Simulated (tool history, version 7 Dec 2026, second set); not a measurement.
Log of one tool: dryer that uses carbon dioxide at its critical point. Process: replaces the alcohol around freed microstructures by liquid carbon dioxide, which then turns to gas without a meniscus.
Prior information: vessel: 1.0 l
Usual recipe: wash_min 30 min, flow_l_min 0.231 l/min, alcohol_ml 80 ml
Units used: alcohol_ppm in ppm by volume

run,hour,wash_min,flow_l_min,alcohol_ml,alcohol_ppm
1,0,30,0.231,80,564
2,11.2,30,0.231,80,549
3,22.6,30,0.231,80,549
4,32.5,30,0.231,80,575
5,39.5,30,0.231,80,576
6,45,30,0.367,80,52
7,56.9,30,0.367,80,64
8,66.3,30,0.367,80,55
9,75.5,30,0.367,80,60
10,85.1,30,0.367,80,58
11,93,30,0.231,80,621
12,103.6,30,0.231,80,609
13,115.7,30,0.143,80,3922
14,128.1,30,0.144,80,3684
15,140.6,30,0.231,77,615
16,152.1,35,0.353,67,35
17,159.8,22,0.353,67,327
18,171.1,22,0.353,79,405
19,181.4,23,0.353,79,318

The next listed run, before its measurement:
20,193.8,23,0.353,79,?

alcohol_ppm: 323 ppm by volume
With the hidden condition absent and the run-to-run variation left alone, this run would have shown alcohol_ppm 138 ppm by volume.

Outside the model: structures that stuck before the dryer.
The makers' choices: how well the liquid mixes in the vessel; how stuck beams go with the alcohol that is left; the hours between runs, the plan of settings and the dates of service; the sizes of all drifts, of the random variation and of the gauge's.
